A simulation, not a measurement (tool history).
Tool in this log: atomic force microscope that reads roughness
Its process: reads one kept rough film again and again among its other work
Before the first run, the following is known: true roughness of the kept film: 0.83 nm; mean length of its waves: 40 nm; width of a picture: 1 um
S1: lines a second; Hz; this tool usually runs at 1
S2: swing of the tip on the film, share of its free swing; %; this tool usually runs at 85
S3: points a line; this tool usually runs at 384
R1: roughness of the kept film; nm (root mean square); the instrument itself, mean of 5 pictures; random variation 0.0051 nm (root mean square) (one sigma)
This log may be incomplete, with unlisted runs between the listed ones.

run    day    S1  S2   S3     R1
  1      0     1  85  384  0.741
  2  0.271     1  56  384  0.762
  3   0.65     1  56  384  0.757
     0.767  -- new tip fitted
  4  1.012     1  56  384  0.805
  5   1.35     1  79  384  0.788
  6  1.629     1  85  384  0.774
     1.704  -- height scale calibrated on a step standard
  7  1.908     1  58  970  0.801
  8   2.15  2.24  65  534  0.786

Forecast run 9:
  9  2.438  0.7  87  277   ?

R1: 0.768 nm (root mean square)
Had the tool carried no hidden state, the very same run would have given R1 0.777 nm (root mean square).

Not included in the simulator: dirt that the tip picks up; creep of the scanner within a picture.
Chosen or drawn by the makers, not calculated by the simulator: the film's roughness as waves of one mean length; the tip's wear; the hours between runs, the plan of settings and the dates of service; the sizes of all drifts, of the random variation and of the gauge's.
